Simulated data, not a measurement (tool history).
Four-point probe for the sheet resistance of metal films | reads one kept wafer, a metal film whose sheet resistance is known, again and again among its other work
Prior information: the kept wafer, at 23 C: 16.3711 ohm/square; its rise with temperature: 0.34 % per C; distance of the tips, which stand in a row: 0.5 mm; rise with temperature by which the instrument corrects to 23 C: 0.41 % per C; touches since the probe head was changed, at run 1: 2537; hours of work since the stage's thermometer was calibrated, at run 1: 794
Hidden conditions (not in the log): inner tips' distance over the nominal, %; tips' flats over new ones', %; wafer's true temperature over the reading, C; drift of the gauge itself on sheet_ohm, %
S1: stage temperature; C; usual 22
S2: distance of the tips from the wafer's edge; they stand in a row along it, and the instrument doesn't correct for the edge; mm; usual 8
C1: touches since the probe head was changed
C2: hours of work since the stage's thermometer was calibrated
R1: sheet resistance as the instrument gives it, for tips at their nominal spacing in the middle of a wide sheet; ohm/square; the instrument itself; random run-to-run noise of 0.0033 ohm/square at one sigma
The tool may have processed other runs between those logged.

run	hour	S1	S2	C1	C2	R1
1	0	22	8	2537	794	16.47568
2	10.8	22	8	2723	799	16.481156
3	20.6	23	8	2892	804	16.462119
4	35	23	8	3139	811	16.465042
5	51	23	8	3415	818	16.464038
6	67.3	22	8	3695	826	16.472212
7	83.7	22	8	3978	834	16.475977
8	100.5	22	8	4266	842	16.472234
9	111.6	22	8	4456	848	16.471786
10	125.1	22	8	4690	854	16.467421
11	141.1	22	8	4964	862	16.473256
12	157.6	22	8	5248	870	16.470923
13	169.8	22	8	5458	876	16.471472
14	178.5	22	8	5608	880	16.463369
15	186.4	22	21	5744	884	16.444045
16	195.1	19	8	5892	888	16.505385
17	211.8	26	56	6180	896	16.388155
18	227.5	26	56	6451	904	16.385135
# hour 228.9: stage's thermometer calibrated
19	241.6	32	24	6684	6	16.311693
20	253.6	19	15	6891	12	16.47144
21	262	25	5	7034	16	16.472655
22	278.8	25	17	7323	24	16.395407
23	288.4	34	65	7490	29	16.289874

The next listed run, before its measurement:
24	301.2	34	65	7709	35	?

R1: 16.281786 ohm/square
If the tool had no hidden condition, the same run with the same run-to-run variation would have returned R1 16.240149 ohm/square.
